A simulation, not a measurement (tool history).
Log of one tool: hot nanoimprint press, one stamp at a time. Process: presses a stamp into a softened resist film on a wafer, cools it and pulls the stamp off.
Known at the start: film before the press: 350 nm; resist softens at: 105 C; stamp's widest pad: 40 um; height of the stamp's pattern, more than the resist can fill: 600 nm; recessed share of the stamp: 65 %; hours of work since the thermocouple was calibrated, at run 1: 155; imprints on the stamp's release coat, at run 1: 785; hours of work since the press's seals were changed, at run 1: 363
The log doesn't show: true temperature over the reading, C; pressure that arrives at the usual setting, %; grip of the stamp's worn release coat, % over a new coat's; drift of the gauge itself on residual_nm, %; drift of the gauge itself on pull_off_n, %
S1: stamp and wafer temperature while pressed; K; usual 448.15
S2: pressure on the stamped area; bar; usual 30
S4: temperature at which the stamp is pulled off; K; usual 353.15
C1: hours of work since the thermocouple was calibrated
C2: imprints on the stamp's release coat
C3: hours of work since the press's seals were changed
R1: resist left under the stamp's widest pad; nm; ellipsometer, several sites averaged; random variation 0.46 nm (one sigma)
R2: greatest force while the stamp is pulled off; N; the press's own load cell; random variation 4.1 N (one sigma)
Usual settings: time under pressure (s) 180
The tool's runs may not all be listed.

run 1 hour=0 | S1=448.15 S2=30 time_under_pressure_(s)=180 S4=353.15 | C1=155 C2=785 C3=363 | R1=144.3 R2=201
run 2 hour=35.8 | S1=448.15 S2=30 time_under_pressure_(s)=180 S4=353.15 | C1=175 C2=856 C3=382 | R1=145 R2=205
run 3 hour=73 | S1=448.15 S2=30 time_under_pressure_(s)=180 S4=353.15 | C1=195 C2=929 C3=402 | R1=144.3 R2=203
run 4 hour=113.1 | S1=448.15 S2=30 time_under_pressure_(s)=180 S4=353.15 | C1=217 C2=1008 C3=424 | R1=144.6 R2=202
run 5 hour=171.9 | S1=448.15 S2=30 time_under_pressure_(s)=180 S4=353.15 | C1=249 C2=1124 C3=456 | R1=144.6 R2=191
run 6 hour=211 | S1=448.15 S2=30 time_under_pressure_(s)=180 S4=353.15 | C1=270 C2=1201 C3=477 | R1=144.8 R2=200
run 7 hour=243 | S1=448.15 S2=30 time_under_pressure_(s)=180 S4=353.15 | C1=287 C2=1264 C3=495 | R1=145.1 R2=204
run 8 hour=303.1 | S1=448.15 S2=30 time_under_pressure_(s)=180 S4=353.15 | C1=320 C2=1383 C3=527 | R1=145.1 R2=208
run 9 hour=344.5 | S1=448.15 S2=30 time_under_pressure_(s)=180 S4=353.15 | C1=342 C2=1464 C3=550 | R1=144.8 R2=200
run 10 hour=405.7 | S1=448.15 S2=30 time_under_pressure_(s)=180 S4=353.15 | C1=376 C2=1585 C3=583 | R1=145.4 R2=205
run 11 hour=448.1 | S1=448.15 S2=30 time_under_pressure_(s)=180 S4=353.15 | C1=399 C2=1668 C3=606 | R1=145.6 R2=200
run 12 hour=504.4 | S1=448.15 S2=24.1 time_under_pressure_(s)=180 S4=353.15 | C1=429 C2=1779 C3=637 | R1=160.6 R2=205
run 13 hour=557.4 | S1=448.15 S2=29.5 time_under_pressure_(s)=180 S4=353.15 | C1=458 C2=1884 C3=666 | R1=146.7 R2=199
-- hour=564.4 plate thermocouple calibrated
run 14 hour=590.6 | S1=448.15 S2=29.5 time_under_pressure_(s)=180 S4=353.15 | C1=14 C2=1943 C3=682 | R1=146.7 R2=198
run 15 hour=628.6 | S1=448.15 S2=29.5 time_under_pressure_(s)=180 S4=353.15 | C1=35 C2=2018 C3=703 | R1=146.9 R2=205
run 16 hour=657.5 | S1=448.15 S2=30 time_under_pressure_(s)=180 S4=359.15 | C1=51 C2=2075 C3=718 | R1=145.2 R2=191
run 17 hour=698.5 | S1=448.15 S2=30 time_under_pressure_(s)=180 S4=359.15 | C1=73 C2=2156 C3=741 | R1=145.3 R2=197
run 18 hour=747.2 | S1=448.15 S2=24 time_under_pressure_(s)=180 S4=353.15 | C1=99 C2=2252 C3=767 | R1=162 R2=209
run 19 hour=799.5 | S1=438.15 S2=18.3 time_under_pressure_(s)=180 S4=353.15 | C1=128 C2=2355 C3=796 | R1=235.7 R2=203
run 20 hour=830.6 | S1=438.15 S2=18.3 time_under_pressure_(s)=180 S4=353.15 | C1=145 C2=2416 C3=812 | R1=236.2 R2=201
-- hour=850.6 stamp cleaned and given a new release coat
run 21 hour=876 | S1=437.15 S2=28.1 time_under_pressure_(s)=180 S4=353.15 | C1=166 C2=50 C3=834 | R1=207.2 R2=207
run 22 hour=919.2 | S1=437.15 S2=28.1 time_under_pressure_(s)=147 S4=353.15 | C1=190 C2=135 C3=857 | R1=221.1 R2=199
run 23 hour=945.2 | S1=437.15 S2=28.1 time_under_pressure_(s)=147 S4=353.15 | C1=204 C2=186 C3=871 | R1=221 R2=197
run 24 hour=982.8 | S1=437.15 S2=28.1 time_under_pressure_(s)=147 S4=350.15 | C1=224 C2=260 C3=892 | R1=219.5 R2=203
run 25 hour=1022.8 | S1=446.15 S2=18.8 time_under_pressure_(s)=204 S4=356.15 | C1=246 C2=339 C3=914 | R1=182.9 R2=196
run 26 hour=1082.4 | S1=448.15 S2=23.7 time_under_pressure_(s)=180 S4=353.15 | C1=278 C2=457 C3=946 | R1=163.2 R2=207
run 27 hour=1117.1 | S1=453.15 S2=36.6 time_under_pressure_(s)=201 S4=353.15 | C1=297 C2=525 C3=965 | R1=110.2 R2=204
run 28 hour=1172.4 | S1=442.15 S2=34.3 time_under_pressure_(s)=96 S4=340.15 | C1=327 C2=634 C3=995 | R1=205 R2=215
run 29 hour=1209.8 | S1=448.15 S2=30 time_under_pressure_(s)=299 S4=354.15 | C1=347 C2=708 C3=1015 | R1=119.7 R2=200
run 30 hour=1245.7 | S1=439.15 S2=30 time_under_pressure_(s)=299 S4=348.15 | C1=367 C2=778 C3=1035 | R1=161.3 R2=216

How the hidden state differs across the entries between the runs, from the last listed run before each to the first after it:
Between runs 13 and 14: plate thermocouple calibrated (hour 564.4)
  true temperature over the reading, C: 0.04 -> 0; drift of the gauge itself on residual_nm, %: 0.65 -> 0.68
  measured less the result without the state, R1: +0.8 -> +1 nm
Between runs 20 and 21: stamp cleaned and given a new release coat (hour 850.6)
  pressure that arrives at the usual setting, %: 99.95 -> 99.94; grip of the stamp's worn release coat, % over a new coat's: 1.4 -> 0; drift of the gauge itself on residual_nm, %: 0.96 -> 1.01
  measured less the result without the state, R1: +2.2 -> +2.1 nm
